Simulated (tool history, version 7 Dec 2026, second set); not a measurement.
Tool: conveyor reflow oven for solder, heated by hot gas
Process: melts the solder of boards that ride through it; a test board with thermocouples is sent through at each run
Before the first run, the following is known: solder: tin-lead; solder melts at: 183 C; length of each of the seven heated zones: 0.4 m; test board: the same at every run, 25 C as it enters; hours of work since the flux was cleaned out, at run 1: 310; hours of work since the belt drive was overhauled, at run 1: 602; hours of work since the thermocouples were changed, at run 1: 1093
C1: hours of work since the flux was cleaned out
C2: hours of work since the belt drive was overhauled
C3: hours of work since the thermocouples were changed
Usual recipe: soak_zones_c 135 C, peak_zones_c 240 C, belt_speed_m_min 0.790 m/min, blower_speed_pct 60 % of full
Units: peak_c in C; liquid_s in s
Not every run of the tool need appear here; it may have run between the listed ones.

Run 1, day 0.000: usual settings; C1 310; C2 602; C3 1093. Result: peak_c 217.7 C, liquid_s 44.9 s.
Run 2, day 2.708: usual settings but blower_speed_pct 52 % of full; C1 340; C2 633; C3 1124. Result: peak_c 214.4 C, liquid_s 41.7 s.
At day 5.088: thermocouples of zones 6 and 7 changed.
Run 3, day 5.092: usual settings; C1 366; C2 659; C3 0. Result: peak_c 214.8 C, liquid_s 42.7 s.
Run 4, day 6.767: usual settings but peak_zones_c 237 C; C1 385; C2 678; C3 19. Result: peak_c 212.0 C, liquid_s 40.7 s.
Run 5, day 8.946: usual settings but peak_zones_c 237 C; C1 410; C2 703; C3 44. Result: peak_c 212.0 C, liquid_s 40.7 s.
Run 6, day 11.054: usual settings but soak_zones_c 122 C; C1 434; C2 727; C3 68. Result: peak_c 210.6 C, liquid_s 36.5 s.
Run 7, day 12.375: usual settings but peak_zones_c 229 C, belt_speed_m_min 0.767 m/min, blower_speed_pct 78 % of full; C1 449; C2 742; C3 83. Result: peak_c 210.9 C, liquid_s 42.3 s.
At day 14.096: flux residue cleaned out of gas plates and filters.
Run 8, day 15.150: usual settings but peak_zones_c 229 C, belt_speed_m_min 0.767 m/min, blower_speed_pct 78 % of full; C1 12; C2 771; C3 112. Result: peak_c 215.4 C, liquid_s 46.1 s.
Run 9, day 17.450: usual settings but peak_zones_c 236 C, belt_speed_m_min 0.785 m/min, blower_speed_pct 66 % of full; C1 38; C2 797; C3 138. Result: peak_c 217.4 C, liquid_s 45.7 s.
At day 18.696: belt drive overhauled, speed set with a stopwatch.
Run 10, day 19.412: usual settings but peak_zones_c 236 C, belt_speed_m_min 0.785 m/min, blower_speed_pct 66 % of full; C1 58; C2 8; C3 158. Result: peak_c 216.4 C, liquid_s 43.9 s.

Predict each of these 4 candidate next runs independently; none follows another, all start after run 10:
Run A, day 21.638: usual settings but soak_zones_c 141 C, peak_zones_c 236 C, belt_speed_m_min 0.817 m/min, blower_speed_pct 66 % of full; C1 84; C2 33; C3 184. Result: peak_c ?, liquid_s ?.
Run B, day 21.638: usual settings but peak_zones_c 252 C; C1 84; C2 33; C3 184. Result: peak_c ?, liquid_s ?.
Run C, day 21.638: usual settings but peak_zones_c 232 C, belt_speed_m_min 0.872 m/min, blower_speed_pct 70 % of full; C1 84; C2 33; C3 184. Result: peak_c ?, liquid_s ?.
Run D, day 21.638: usual settings but soak_zones_c 142 C, peak_zones_c 246 C, belt_speed_m_min 0.785 m/min, blower_speed_pct 66 % of full; C1 84; C2 33; C3 184. Result: peak_c ?, liquid_s ?.

run  peak_c  liquid_s
  A   215.6      43.3
  B   227.0      50.0
  C   210.0      35.3
  D   226.1      51.6
Without the tool's unlogged condition, the same runs would have read:
run  peak_c  liquid_s
  A   215.6      43.4
  B   227.0      50.0
  C   210.1      35.5
  D   226.1      51.6
